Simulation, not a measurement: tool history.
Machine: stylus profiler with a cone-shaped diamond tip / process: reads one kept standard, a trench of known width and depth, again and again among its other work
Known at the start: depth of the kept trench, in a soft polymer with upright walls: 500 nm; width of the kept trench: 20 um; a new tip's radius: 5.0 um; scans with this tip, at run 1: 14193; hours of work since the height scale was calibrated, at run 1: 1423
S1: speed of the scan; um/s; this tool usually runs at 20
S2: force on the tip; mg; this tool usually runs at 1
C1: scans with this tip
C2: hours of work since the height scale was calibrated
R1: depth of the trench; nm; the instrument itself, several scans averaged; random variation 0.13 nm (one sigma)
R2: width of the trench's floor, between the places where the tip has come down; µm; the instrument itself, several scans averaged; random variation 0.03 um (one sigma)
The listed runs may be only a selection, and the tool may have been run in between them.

run 1 day=0 | S1=20 S2=1 | C1=14193 C2=1423 | R1=500.87 R2=11.57
run 2 day=0.704 | S1=29 S2=1 | C1=14327 C2=1436 | R1=500.85 R2=11.53
-- day=1.108 new tip fitted, height scale calibrated
run 3 day=1.971 | S1=29 S2=0.51 | C1=164 C2=16 | R1=501.47 R2=15.25
run 4 day=3.029 | S1=20 S2=1 | C1=366 C2=37 | R1=502.07 R2=15.28
run 5 day=3.721 | S1=28 S2=1 | C1=498 C2=50 | R1=502.24 R2=15.27
run 6 day=4.592 | S1=40 S2=1 | C1=663 C2=67 | R1=502.25 R2=15.1
run 7 day=5.446 | S1=40 S2=1 | C1=826 C2=83 | R1=502.18 R2=15.02
run 8 day=6.438 | S1=40 S2=0.8 | C1=1015 C2=102 | R1=501.84 R2=14.97
run 9 day=7.179 | S1=40 S2=0.8 | C1=1156 C2=116 | R1=502.09 R2=14.84
run 10 day=8.017 | S1=20 S2=0.92 | C1=1315 C2=132 | R1=501.98 R2=14.95
run 11 day=8.975 | S1=20 S2=1.44 | C1=1497 C2=150 | R1=502.98 R2=14.97
run 12 day=10.05 | S1=20 S2=1.44 | C1=1703 C2=171 | R1=502.66 R2=14.88
run 13 day=11.004 | S1=20 S2=0.47 | C1=1884 C2=189 | R1=501.31 R2=14.7
run 14 day=11.533 | S1=20 S2=0.47 | C1=1985 C2=199 | R1=501.14 R2=14.67
run 15 day=12.617 | S1=20 S2=0.47 | C1=2191 C2=220 | R1=501.11 R2=14.59
run 16 day=13.733 | S1=20 S2=0.47 | C1=2404 C2=241 | R1=501.17 R2=14.53
run 17 day=14.408 | S1=20 S2=0.47 | C1=2533 C2=254 | R1=501.06 R2=14.46
run 18 day=15.275 | S1=9 S2=1 | C1=2697 C2=270 | R1=501.92 R2=14.49
run 19 day=16.438 | S1=21 S2=0.97 | C1=2919 C2=293 | R1=502.19 R2=14.4
run 20 day=17.104 | S1=21 S2=0.97 | C1=3046 C2=305 | R1=501.55 R2=14.36
run 21 day=17.9 | S1=20 S2=1.25 | C1=3197 C2=320 | R1=502.19 R2=14.43
run 22 day=19.008 | S1=24 S2=1.41 | C1=3408 C2=342 | R1=502.5 R2=14.29
run 23 day=19.575 | S1=29 S2=0.36 | C1=3516 C2=352 | R1=500.78 R2=14.13
run 24 day=20.362 | S1=67 S2=0.49 | C1=3665 C2=367 | R1=500.98 R2=13.72
run 25 day=20.892 | S1=60 S2=0.66 | C1=3767 C2=378 | R1=501.22 R2=13.84
run 26 day=21.542 | S1=47 S2=2.92 | C1=3890 C2=390 | R1=504.22 R2=14.07
run 27 day=22.033 | S1=47 S2=2.92 | C1=3984 C2=399 | R1=504.39 R2=14.12
run 28 day=22.833 | S1=47 S2=2.92 | C1=4136 C2=415 | R1=504.32 R2=14.07
run 29 day=23.438 | S1=47 S2=2.92 | C1=4251 C2=426 | R1=504.22 R2=13.99
run 30 day=24.467 | S1=77 S2=2.06 | C1=4447 C2=446 | R1=502.8 R2=13.78
run 31 day=24.958 | S1=77 S2=2.06 | C1=4541 C2=455 | R1=503.07 R2=13.7
run 32 day=25.783 | S1=77 S2=2.06 | C1=4697 C2=471 | R1=503.13 R2=13.68
run 33 day=26.517 | S1=77 S2=2.06 | C1=4838 C2=485 | R1=503.22 R2=13.68
run 34 day=27.525 | S1=17 S2=0.35 | C1=5029 C2=504 | R1=500.4 R2=13.8
run 35 day=28.421 | S1=17 S2=0.35 | C1=5200 C2=521 | R1=500.71 R2=13.67
run 36 day=29.112 | S1=17 S2=0.35 | C1=5332 C2=535 | R1=500.69 R2=13.66

Here are 4 independent what-if runs from the current tool condition. What would each one return?
run A day=30.262 | S1=75 S2=1.19 | C1=5551 C2=556 | R1=? R2=?
run B day=30.262 | S1=74 S2=1.82 | C1=5551 C2=556 | R1=? R2=?
run C day=30.262 | S1=28 S2=1 | C1=5551 C2=556 | R1=? R2=?
run D day=30.262 | S1=52 S2=0.5 | C1=5551 C2=556 | R1=? R2=?

run=A R1=502.02 R2=13.34
run=B R1=502.87 R2=13.41
run=C R1=501.66 R2=13.62
run=D R1=501.06 R2=13.31
With the hidden condition removed and each run's random variation left untouched, the same runs would have given:
run=A R1=502.57 R2=15.2
run=B R1=503.42 R2=15.27
run=C R1=502.21 R2=15.48
run=D R1=501.6 R2=15.17
